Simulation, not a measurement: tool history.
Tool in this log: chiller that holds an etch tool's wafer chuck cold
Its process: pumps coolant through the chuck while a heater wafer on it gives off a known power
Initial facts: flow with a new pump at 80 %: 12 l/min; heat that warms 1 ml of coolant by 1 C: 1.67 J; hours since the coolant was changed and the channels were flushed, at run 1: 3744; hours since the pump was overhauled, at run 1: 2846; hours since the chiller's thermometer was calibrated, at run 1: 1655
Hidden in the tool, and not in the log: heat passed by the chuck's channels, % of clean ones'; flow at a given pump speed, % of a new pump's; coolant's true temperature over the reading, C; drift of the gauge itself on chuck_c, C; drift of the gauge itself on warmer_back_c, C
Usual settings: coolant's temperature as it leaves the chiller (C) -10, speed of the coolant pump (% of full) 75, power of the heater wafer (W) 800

| run | hour | coolant's temperature as it leaves the chiller (C) | speed of the coolant pump (% of full) | power of the heater wafer (W) | hours since the coolant was changed and the channels were flushed | hours since the pump was overhauled | hours since the chiller's thermometer was calibrated | chuck's temperature once it has settled (C) | how much warmer the coolant comes back (C) |
|---|---|---|---|---|---|---|---|---|---|
| 1 | 0.0 | -10 | 75 | 800 | 3744 | 2846 | 1655 | -4.3 | 2.58 |
| 2 | 129.3 | -10 | 75 | 800 | 3873 | 2976 | 1784 | -4.4 | 2.57 |
| 3 | 257.9 | -10 | 75 | 800 | 4002 | 3104 | 1912 | -4.4 | 2.64 |
| 4 | 336.1 | -10 | 75 | 800 | 4080 | 3182 | 1991 | -4.1 | 2.64 |
| 5 | 436.9 | -1 | 75 | 800 | 4181 | 3283 | 2091 | 4.5 | 2.65 |
| 6 | 546.3 | -1 | 75 | 800 | 4290 | 3393 | 2201 | 4.8 | 2.61 |
| 7 | 696.3 | -1 | 75 | 800 | 4440 | 3542 | 2351 | 4.6 | 2.67 |
| 8 | 764.1 | -10 | 75 | 649 | 4508 | 3610 | 2419 | -5.4 | 2.23 |
| 9 | 921.4 | -10 | 75 | 649 | 4665 | 3768 | 2576 | -5.4 | 2.22 |
| 10 | 997.1 | -10 | 97 | 762 | 4741 | 3843 | 2652 | -5.5 | 2.03 |
| 11 | 1162.1 | -17 | 63 | 470 | 4906 | 4008 | 2817 | -13.2 | 2.00 |
| 12 | 1236.8 | -18 | 68 | 1118 | 4981 | 4083 | 2891 | -9.6 | 4.13 |
| 13 | 1338.3 | 0 | 91 | 520 | 5082 | 4184 | 2993 | 3.2 | 1.62 |
| 14 | 1438.6 | -10 | 91 | 1129 | 5182 | 4285 | 3093 | -3.1 | 3.26 |
| 15 | 1545.7 | -10 | 91 | 1129 | 5290 | 4392 | 3200 | -2.9 | 3.20 |
|  | 1659.8 | chiller's thermometer calibrated |
| 16 | 1692.2 | -10 | 91 | 1129 | 5435 | 4537 | 32 | -3.1 | 3.29 |
| 17 | 1793.4 | -10 | 91 | 1129 | 5536 | 4639 | 134 | -3.1 | 3.24 |
| 18 | 1889.9 | -13 | 63 | 642 | 5633 | 4735 | 230 | -7.8 | 2.82 |

For each run, the measured value with the value that run would have given without the tool's hidden condition subtracted. The run-to-run variation is shared by both, the gauge scatter possibly not:
| run | how much warmer the coolant comes back (C) |
|---|---|
| 1 | +0.00 |
| 2 | +0.03 |
| 3 | +0.05 |
| 4 | +0.06 |
| 5 | +0.08 |
| 6 | +0.10 |
| 7 | +0.12 |
| 8 | +0.14 |
| 9 | +0.16 |
| 10 | +0.17 |
| 11 | +0.20 |
| 12 | +0.22 |
| 13 | +0.23 |
| 14 | +0.25 |
| 15 | +0.26 |
| 16 | +0.29 |
| 17 | +0.31 |
| 18 | +0.33 |
chuck's temperature once it has settled (C): at most 0.1 away from the measurement, every run.
